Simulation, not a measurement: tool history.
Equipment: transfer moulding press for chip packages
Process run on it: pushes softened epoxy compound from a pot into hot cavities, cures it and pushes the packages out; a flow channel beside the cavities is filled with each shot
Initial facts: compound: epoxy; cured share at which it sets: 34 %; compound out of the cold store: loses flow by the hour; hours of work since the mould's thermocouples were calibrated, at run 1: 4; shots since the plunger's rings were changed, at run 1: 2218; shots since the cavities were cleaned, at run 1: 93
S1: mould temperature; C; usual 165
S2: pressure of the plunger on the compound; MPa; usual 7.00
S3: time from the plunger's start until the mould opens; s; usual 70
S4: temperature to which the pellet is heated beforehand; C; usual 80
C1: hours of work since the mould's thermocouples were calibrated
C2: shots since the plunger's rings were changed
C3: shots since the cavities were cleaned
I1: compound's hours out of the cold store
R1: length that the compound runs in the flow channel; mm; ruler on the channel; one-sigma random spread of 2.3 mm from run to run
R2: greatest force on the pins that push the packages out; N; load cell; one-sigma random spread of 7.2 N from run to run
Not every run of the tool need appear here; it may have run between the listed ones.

Run 1, day 0.000: usual settings; C1 4; C2 2218; C3 93; I1 11.7. Result: R1 570 mm, R2 356 N.
Run 2, day 0.333: usual settings; C1 8; C2 2335; C3 210; I1 34.6. Result: R1 496 mm, R2 385 N.
Run 3, day 0.783: usual settings; C1 14; C2 2490; C3 365; I1 15.3. Result: R1 558 mm, R2 415 N.
Run 4, day 1.104: usual settings; C1 18; C2 2601; C3 476; I1 15.5. Result: R1 555 mm, R2 459 N.
Run 5, day 1.542: usual settings; C1 24; C2 2754; C3 629; I1 35.0. Result: R1 494 mm, R2 458 N.
At day 1.762: cavities cleaned with cleaning compound and waxed.
Run 6, day 1.879: usual settings; C1 28; C2 2848; C3 39; I1 20.0. Result: R1 538 mm, R2 520 N.
Run 7, day 2.179: usual settings but S4 74 C; C1 32; C2 2954; C3 145; I1 34.3. Result: R1 494 mm, R2 496 N.
Run 8, day 2.371: usual settings; C1 35; C2 3019; C3 210; I1 42.5. Result: R1 467 mm, R2 517 N.
Run 9, day 2.579: usual settings; C1 37; C2 3092; C3 283; I1 31.7. Result: R1 501 mm, R2 521 N.
Run 10, day 2.942: usual settings; C1 42; C2 3218; C3 409; I1 46.2. Result: R1 458 mm, R2 500 N.
Run 11, day 3.233: usual settings but S1 167 C; C1 46; C2 3318; C3 509; I1 8.6. Result: R1 564 mm, R2 510 N.
Run 12, day 3.608: usual settings but S2 5.93 MPa; C1 51; C2 3449; C3 640; I1 14.1. Result: R1 509 mm, R2 543 N.
At day 3.808: cavities cleaned with cleaning compound and waxed.
Run 13, day 3.871: usual settings but S2 5.93 MPa; C1 54; C2 3518; C3 21; I1 25.0. Result: R1 474 mm, R2 318 N.
At day 4.250: cavities cleaned with cleaning compound and waxed, once more.
Run 14, day 4.292: usual settings but S2 5.93 MPa, S3 69 s; C1 59; C2 3643; C3 14; I1 9.3. Result: R1 513 mm, R2 317 N.
At day 4.517: plunger's sealing rings changed.
Run 15, day 4.762: usual settings but S2 5.93 MPa, S3 69 s; C1 64; C2 85; C3 141; I1 46.9. Result: R1 447 mm, R2 342 N.
Run 16, day 4.983: usual settings but S1 173 C, S3 99 s, S4 85 C; C1 67; C2 161; C3 217; I1 11.1. Result: R1 579 mm, R2 327 N.
Run 17, day 5.346: usual settings but S2 8.39 MPa, S3 68 s; C1 72; C2 287; C3 343; I1 35.0. Result: R1 566 mm, R2 429 N.
Run 18, day 5.604: usual settings but S2 8.39 MPa, S3 68 s; C1 75; C2 378; C3 434; I1 18.7. Result: R1 623 mm, R2 450 N.
Run 19, day 5.933: usual settings but S2 8.39 MPa, S3 68 s; C1 80; C2 491; C3 547; I1 25.7. Result: R1 596 mm, R2 462 N.
Run 20, day 6.183: usual settings but S2 8.39 MPa, S3 68 s; C1 83; C2 579; C3 635; I1 27.1. Result: R1 591 mm, R2 481 N.
At day 6.379: cavities cleaned with cleaning compound and waxed.
Run 21, day 6.629: usual settings but S1 172 C, S2 6.82 MPa; C1 88; C2 712; C3 87; I1 30.5. Result: R1 502 mm, R2 279 N.
Run 22, day 7.050: usual settings but S1 168 C, S2 6.50 MPa, S3 79 s, S4 76 C; C1 94; C2 857; C3 232; I1 10.4. Result: R1 565 mm, R2 346 N.
Run 23, day 7.442: usual settings but S1 161 C, S2 5.59 MPa, S3 57 s; C1 99; C2 994; C3 369; I1 39.3. Result: R1 458 mm, R2 818 N.
Run 24, day 7.733: usual settings but S2 6.56 MPa, S4 79 C; C1 103; C2 1094; C3 469; I1 35.3. Result: R1 494 mm, R2 436 N.
Run 25, day 7.942: usual settings but S2 6.56 MPa, S4 79 C; C1 106; C2 1167; C3 542; I1 33.2. Result: R1 495 mm, R2 449 N.
Run 26, day 8.167: usual settings but S1 163 C, S2 7.02 MPa, S4 90 C; C1 109; C2 1245; C3 620; I1 47.4. Result: R1 473 mm, R2 467 N.
At day 8.408: cavities cleaned with cleaning compound and waxed.
Run 27, day 8.554: usual settings but S1 172 C, S3 50 s; C1 113; C2 1358; C3 51; I1 42.2. Result: R1 471 mm, R2 385 N.

Take each entry between the runs: how does the hidden state at the last listed run before it differ from the hidden state at the first listed run after it?
In the gap between runs 5 and 6: cavities cleaned with cleaning compound and waxed (day 1.762)
  pressure that reaches the compound, % of what is set: 89.42 -> 89.09; grip of the stained cavities, % over clean ones': 58.7 -> 69.5
  difference, measured minus the result without the unlogged condition, R1: -28 -> -32 mm; R2: +172 -> +215 N
In the gap between runs 12 and 13: cavities cleaned with cleaning compound and waxed (day 3.808)
  pressure that reaches the compound, % of what is set: 86.82 -> 86.54; grip of the stained cavities, % over clean ones': 78.1 -> 4.2
  difference, measured minus the result without the unlogged condition, R1: -37 -> -35 mm; R2: +239 -> +15 N
In the gap between runs 13 and 14: cavities cleaned with cleaning compound and waxed, once more (day 4.250)
  pressure that reaches the compound, % of what is set: 86.54 -> 86.05; grip of the stained cavities, % over clean ones': 4.2 -> 2.8
  difference, measured minus the result without the unlogged condition, R1: -35 -> -40 mm; R2: +15 -> +11 N
In the gap between runs 14 and 15: plunger's sealing rings changed (day 4.517)
  true mould temperature over the reading, C: -0.14 -> -0.15; pressure that reaches the compound, % of what is set: 86.05 -> 99.56; grip of the stained cavities, % over clean ones': 2.8 -> 19.8
  difference, measured minus the result without the unlogged condition, R1: -40 -> -1 mm; R2: +11 -> +58 N
In the gap between runs 20 and 21: cavities cleaned with cleaning compound and waxed (day 6.379)
  true mould temperature over the reading, C: -0.16 -> -0.17; pressure that reaches the compound, % of what is set: 97.66 -> 97.13; grip of the stained cavities, % over clean ones': 58 -> 14.1
  difference, measured minus the result without the unlogged condition, R1: -7 -> -7 mm; R2: +179 -> +36 N
In the gap between runs 26 and 27: cavities cleaned with cleaning compound and waxed (day 8.408)
  pressure that reaches the compound, % of what is set: 95.06 -> 94.64; grip of the stained cavities, % over clean ones': 57.9 -> 11.2
  difference, measured minus the result without the unlogged condition, R1: -11 -> -13 mm; R2: +176 -> +43 N

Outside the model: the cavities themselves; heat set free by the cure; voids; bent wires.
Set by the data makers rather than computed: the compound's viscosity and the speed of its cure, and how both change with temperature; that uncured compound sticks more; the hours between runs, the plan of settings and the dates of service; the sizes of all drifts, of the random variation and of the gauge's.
